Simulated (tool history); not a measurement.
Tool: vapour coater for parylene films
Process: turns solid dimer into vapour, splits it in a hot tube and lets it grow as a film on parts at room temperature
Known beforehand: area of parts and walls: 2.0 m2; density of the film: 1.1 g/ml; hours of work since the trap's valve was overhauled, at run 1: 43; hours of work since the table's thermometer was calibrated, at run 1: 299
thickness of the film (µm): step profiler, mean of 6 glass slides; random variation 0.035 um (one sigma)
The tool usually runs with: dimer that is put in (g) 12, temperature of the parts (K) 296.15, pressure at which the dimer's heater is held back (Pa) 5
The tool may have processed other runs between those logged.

run,hour,dimer that is put in (g),temperature of the parts (K),pressure at which the dimer's heater is held back (Pa),hours of work since the trap's valve was overhauled,hours of work since the table's thermometer was calibrated,thickness of the film (µm)
1,0,12,296.15,5,43,299,3.6
2,28.5,12,296.15,5,63,319,3.61
3,56.1,12,296.15,5,83,339,3.59
4,72.5,12,296.15,5,95,350,3.55
5,93.7,12,296.15,5,110,365,3.49
6,120.4,12,296.15,5,129,384,3.47
7,148.1,12,296.15,5,149,404,3.47
8,163.5,12,296.15,5,160,415,3.47
9,190.8,12,296.15,5,179,435,3.51
10,215,12,296.15,5,196,452,3.43
11,233.6,12,296.15,2.55,210,465,4.06
12,258.5,12,296.15,2.55,227,483,3.95
13,277.7,12,296.15,2.77,241,497,3.97
14,298.8,12,296.15,2.77,256,512,3.91
15,328.5,12,296.15,2.77,277,533,3.93
16,355.4,12,296.15,2.77,296,552,3.9
17,377,12,296.15,5,312,567,3.34
# hour 383.5: trap's valve overhauled
18,393.9,7,296.15,5,7,577,1.85
19,421.6,6,296.15,5,27,596,1.55
# hour 448.3: trap's valve overhauled, once more
20,452.4,6,296.15,5,3,615,1.84
21,466.2,12,296.15,4.28,13,625,3.7
22,490.2,12,296.15,4.28,30,642,3.68
23,506.3,12,296.15,4.28,41,654,3.72
24,529.7,12,296.15,4.28,58,671,3.71
25,555,9,296.15,5.01,76,689,2.73
26,584.4,9,296.15,5.42,97,710,2.59
27,609.9,9,296.15,5.42,115,728,2.58
28,629.5,16,296.15,5,129,742,4.68
29,649.7,16,296.15,5,144,756,4.69
30,677.6,18,291.15,10.77,163,776,5.05
31,706.7,18,291.15,10.77,184,797,5.02
32,733.7,18,291.15,10.77,204,816,4.93
33,757.1,18,291.15,10.77,220,833,4.94
34,782.9,8,291.15,10.77,239,851,2.18
35,807.7,8,291.15,10.77,256,869,2.17
36,835.6,6,302.15,6.14,276,889,1.38
37,854.7,6,294.15,5.91,290,902,1.72
38,883.8,18,298.15,4.72,311,923,4.77
39,904.6,18,298.15,4.72,325,938,4.82
40,934.2,11,298.15,3.32,347,959,3.22
41,946.5,11,298.15,3.32,355,968,3.28
42,975,10,296.15,8.78,376,988,2.4
43,988.4,10,296.15,8.78,385,998,2.41
44,1010.3,7,292.15,3.58,401,1013,2.33
45,1024,7,292.15,3.58,411,1023,2.28
46,1053.9,12,296.15,3.44,432,1044,3.56
47,1080.4,12,296.15,3.44,451,1063,3.56

Selected run-to-run steps in thickness of the film (µm), each split into two signed amounts: the part the tool would show with no hidden state at all (from settings, incoming material and random variation), and the remainder, which goes to the hidden state together with any gauge scatter not common to the measured and the hidden-state-free results:
The hidden state here: vapour lost through the trap's worn valve, %; true temperature of the parts over the reading, C; drift of the gauge itself on film_um, %.
Run 19 -> 20: trap's valve overhauled, once more. thickness of the film (µm) +0.29: hidden state +0.23, all else +0.06.
Run 27 -> 28: dimer that is put in (g) 9 -> 16, pressure at which the dimer's heater is held back (Pa) 5.42 -> 5. thickness of the film (µm) +2.1: hidden state -0.04, all else +2.14.
Run 33 -> 34: dimer that is put in (g) 18 -> 8. thickness of the film (µm) -2.76: hidden state +0.1, all else -2.86.
Run 37 -> 38: dimer that is put in (g) 6 -> 18, temperature of the parts (K) 294.15 -> 298.15, pressure at which the dimer's heater is held back (Pa) 5.91 -> 4.72. thickness of the film (µm) +3.05: hidden state -0.2, all else +3.25.
Run 45 -> 46: dimer that is put in (g) 7 -> 12, temperature of the parts (K) 292.15 -> 296.15, pressure at which the dimer's heater is held back (Pa) 3.58 -> 3.44. thickness of the film (µm) +1.28: hidden state -0.14, all else +1.42.
